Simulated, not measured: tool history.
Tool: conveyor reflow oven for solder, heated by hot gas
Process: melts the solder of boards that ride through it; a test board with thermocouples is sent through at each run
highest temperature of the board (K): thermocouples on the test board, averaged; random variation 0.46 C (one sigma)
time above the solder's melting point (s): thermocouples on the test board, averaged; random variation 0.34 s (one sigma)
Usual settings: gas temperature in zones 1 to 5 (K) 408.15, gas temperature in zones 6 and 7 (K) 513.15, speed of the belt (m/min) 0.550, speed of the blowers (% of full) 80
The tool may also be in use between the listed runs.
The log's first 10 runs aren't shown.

run,hour,gas temperature in zones 1 to 5 (K),gas temperature in zones 6 and 7 (K),speed of the belt (m/min),speed of the blowers (% of full),hours of work since the flux was cleaned out,hours of work since the belt drive was overhauled,hours of work since the thermocouples were changed,highest temperature of the board (K),time above the solder's melting point (s)
11,136.0,408.15,513.15,0.571,80,135,384,748,491.05,47.7
12,150.4,408.15,513.15,0.550,80,143,392,756,493.05,49.1
13,161.3,408.15,513.15,0.550,80,149,398,762,492.85,49.1
# hour 176.8: thermocouples of zones 6 and 7 changed
14,181.4,408.15,509.15,0.550,80,159,408,3,490.15,48.4
15,191.6,408.15,509.15,0.550,80,165,414,8,489.95,48.2
16,205.8,408.15,509.15,0.550,61,173,422,16,485.25,43.9
17,221.9,408.15,509.15,0.550,61,182,431,25,485.15,43.6
18,230.7,408.15,513.15,0.536,63,187,436,30,490.05,48.8
19,249.9,408.15,513.15,0.536,63,198,446,41,490.25,49.0
20,260.4,420.15,507.15,0.542,76,203,452,47,490.45,52.3
21,276.1,403.15,513.15,0.504,80,212,461,55,495.25,54.9
22,287.1,417.15,519.15,0.532,77,218,467,61,499.65,58.7

Forecast run 23:
23,296.9,417.15,519.15,0.532,87,224,472,67,?,?

{"run 23": {"highest temperature of the board (K)": 502.35, "time above the solder's melting point (s)": 59.2}}
Without the tool's hidden state the same run would have given highest temperature of the board (K) 504.75, time above the solder's melting point (s) 59.7.
